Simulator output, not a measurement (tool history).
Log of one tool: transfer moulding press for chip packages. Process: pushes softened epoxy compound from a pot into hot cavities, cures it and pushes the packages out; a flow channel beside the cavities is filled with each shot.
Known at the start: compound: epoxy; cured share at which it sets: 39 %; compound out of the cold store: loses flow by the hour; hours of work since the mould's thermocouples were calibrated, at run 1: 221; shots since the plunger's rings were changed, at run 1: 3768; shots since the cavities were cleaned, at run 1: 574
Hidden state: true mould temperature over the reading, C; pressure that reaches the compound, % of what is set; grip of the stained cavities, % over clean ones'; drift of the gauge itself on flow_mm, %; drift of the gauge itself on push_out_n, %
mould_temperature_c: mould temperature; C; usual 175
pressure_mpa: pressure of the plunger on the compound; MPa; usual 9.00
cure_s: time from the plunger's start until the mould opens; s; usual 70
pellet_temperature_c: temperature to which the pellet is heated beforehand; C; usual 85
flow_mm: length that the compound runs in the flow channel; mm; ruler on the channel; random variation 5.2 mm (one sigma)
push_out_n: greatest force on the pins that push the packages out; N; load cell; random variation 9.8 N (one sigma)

| run | day | mould_temperature_c | pressure_mpa | cure_s | pellet_temperature_c | hours of work since the mould's thermocouples were calibrated | shots since the plunger's rings were changed | shots since the cavities were cleaned | incoming compound's hours out of the cold store | flow_mm | push_out_n |
|---|---|---|---|---|---|---|---|---|---|---|---|
| 1 | 0.000 | 175 | 9.00 | 70 | 85 | 221 | 3768 | 574 | 34.6 | 483 | 676 |
| 2 | 0.300 | 175 | 9.00 | 70 | 85 | 227 | 3904 | 710 | 46.9 | 470 | 699 |
| 3 | 0.596 | 175 | 9.00 | 70 | 85 | 232 | 4039 | 845 | 47.6 | 455 | 684 |
| 4 | 0.971 | 175 | 9.00 | 70 | 93 | 239 | 4208 | 1014 | 45.6 | 467 | 694 |
|  | 1.400 | cavities cleaned with cleaning compound and waxed |
| 5 | 1.633 | 175 | 9.00 | 70 | 93 | 249 | 4480 | 106 | 34.9 | 472 | 751 |
| 6 | 2.229 | 175 | 9.00 | 91 | 85 | 260 | 4751 | 377 | 36.7 | 466 | 448 |
| 7 | 2.642 | 175 | 9.00 | 91 | 85 | 267 | 4939 | 565 | 34.5 | 476 | 447 |
| 8 | 2.950 | 175 | 9.00 | 91 | 85 | 273 | 5078 | 704 | 44.8 | 460 | 467 |
| 9 | 3.292 | 175 | 9.00 | 72 | 85 | 279 | 5233 | 859 | 22.8 | 471 | 728 |
| 10 | 3.588 | 175 | 9.00 | 72 | 85 | 284 | 5366 | 992 | 22.0 | 483 | 715 |
|  | 3.808 | cavities cleaned with cleaning compound and waxed, once more |
| 11 | 3.988 | 175 | 9.00 | 72 | 85 | 290 | 5520 | 81 | 42.3 | 453 | 430 |
| 12 | 4.479 | 175 | 9.00 | 72 | 85 | 299 | 5743 | 304 | 28.7 | 466 | 563 |
| 13 | 4.875 | 175 | 9.00 | 70 | 85 | 306 | 5923 | 484 | 28.4 | 467 | 658 |
| 14 | 5.350 | 176 | 9.00 | 64 | 85 | 314 | 6139 | 700 | 11.1 | 477 | 892 |
| 15 | 5.708 | 173 | 9.00 | 70 | 85 | 321 | 6301 | 862 | 21.6 | 468 | 824 |
| 16 | 6.246 | 175 | 7.28 | 70 | 85 | 330 | 6544 | 1105 | 22.9 | 425 | 743 |
|  | 6.496 | cavities cleaned with cleaning compound and waxed |
| 17 | 6.904 | 175 | 7.28 | 70 | 85 | 341 | 6815 | 186 | 12.0 | 438 | 567 |
|  | 7.279 | plunger's sealing rings changed |
| 18 | 7.425 | 175 | 7.28 | 70 | 85 | 348 | 67 | 375 | 21.4 | 462 | 637 |
| 19 | 7.762 | 175 | 10.19 | 58 | 85 | 355 | 220 | 528 | 24.5 | 554 | 1131 |
| 20 | 8.117 | 178 | 9.52 | 70 | 75 | 361 | 380 | 688 | 37.6 | 508 | 590 |
| 21 | 8.712 | 178 | 9.52 | 70 | 75 | 371 | 651 | 959 | 13.6 | 528 | 627 |
|  | 9.300 | cavities cleaned with cleaning compound and waxed |
| 22 | 9.392 | 178 | 9.52 | 70 | 75 | 382 | 929 | 41 | 34.2 | 508 | 393 |
| 23 | 9.700 | 178 | 9.52 | 70 | 88 | 388 | 1069 | 181 | 31.7 | 510 | 433 |
| 24 | 10.054 | 182 | 8.04 | 55 | 85 | 394 | 1231 | 343 | 11.9 | 476 | 813 |
| 25 | 10.538 | 182 | 8.04 | 55 | 87 | 403 | 1449 | 561 | 28.2 | 468 | 835 |

Forecast run 26:
| 26 | 10.958 | 175 | 9.00 | 71 | 76 | 410 | 1642 | 754 | 16.9 | ? | ? |

{"run 26": {"flow_mm": 521, "push_out_n": 703}}
Without the tool's hidden state the same run would have given flow_mm 534 mm, push_out_n 437 N.

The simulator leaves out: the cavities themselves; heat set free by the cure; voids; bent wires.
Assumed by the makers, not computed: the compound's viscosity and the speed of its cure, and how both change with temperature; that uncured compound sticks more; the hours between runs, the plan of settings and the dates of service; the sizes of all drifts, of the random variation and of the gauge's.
